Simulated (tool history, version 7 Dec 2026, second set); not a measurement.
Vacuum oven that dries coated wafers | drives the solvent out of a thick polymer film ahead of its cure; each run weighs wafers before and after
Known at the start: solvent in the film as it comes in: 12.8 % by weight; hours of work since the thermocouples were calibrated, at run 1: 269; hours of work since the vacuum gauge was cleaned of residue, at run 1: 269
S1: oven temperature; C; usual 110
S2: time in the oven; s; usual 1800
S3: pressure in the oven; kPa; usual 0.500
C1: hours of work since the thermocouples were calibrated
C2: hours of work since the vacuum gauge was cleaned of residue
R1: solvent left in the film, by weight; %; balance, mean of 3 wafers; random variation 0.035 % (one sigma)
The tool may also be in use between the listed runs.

run    hour   S1    S2     S3   C1   C2    R1
  1     0.0  110  1800  0.500  269  269  3.01
  2    31.5  110  1800  0.500  283  283  2.91
  3    77.0  110  1800  0.500  302  302  2.96
  4   100.3  110  1800  0.500  312  312  3.00
  5   146.9  110  1800  0.500  333  333  3.01
  6   180.2  110  1800  0.500  347  347  2.92
  7   217.8  110  1800  0.500  363  363  2.98
  8   260.1  110  2580  0.500  382  382  1.78
  9   296.4  110  1800  0.500  397  397  2.96
 10   343.0  110  1800  0.500  418  418  3.00
 11   373.3  110  1800  0.500  431  431  2.99
 12   424.2  110  1800  1.404  453  453  3.24
 13   473.5  110  1800  1.404  474  474  3.25
 14   524.2  110  1800  1.404  496  496  3.24
 15   554.7  110  1800  1.404  509  509  3.24
 16   599.0  110  1800  0.500  529  529  3.00
 17   628.4  110  1800  0.500  541  541  3.04
 18   661.4  110  1800  0.500  556  556  2.99
 19   696.4  110  1800  0.500  571  571  3.02
 20   738.0  120  1800  1.138  589  589  1.41
 21   784.8  120   900  1.138  609  609  3.56
 22   816.5  102  2280  0.258  623  623  3.73
 23   857.0  102  2280  0.258  640  640  3.72
 24   886.2  106  1440  0.642  653  653  4.73
 25   936.6  106  1440  0.642  675  675  4.74
 26   967.1  105  2460  1.356  688  688  3.17
 27  1016.7   95  1380  0.428  709  709  7.03
 28  1047.9  112  1380  0.428  723  723  3.48
 29  1091.4  109  1740  0.428  742  742  3.31
 30  1140.8  115  2640  1.513  763  763  1.27
 31  1189.2   97  2400  0.363  784  784  4.74
 32  1219.4  112  1980  0.527  797  797  2.24
 33  1266.3  113  1800  0.500  818  818  2.39
 34  1313.0   97  1860  0.319  838  838  5.55
 35  1362.2   95  1200  1.109  859  859  7.58
 36  1400.8   95  1200  1.109  876  876  7.59
 37  1424.1   95  1200  1.109  886  886  7.56
 38  1447.7   95  1200  1.109  896  896  7.52

Forecast each of these 3 alternatives for the next run:
  A  1492.9  115  1200  0.484  916  916   ?
  B  1492.9  105  1200  0.959  916  916   ?
  C  1492.9  118  1800  1.079  916  916   ?

run    R1
  A  3.41
  B  5.62
  C  1.62
Without the tool's hidden state the same runs would have given:
run    R1
  A  3.40
  B  5.61
  C  1.62
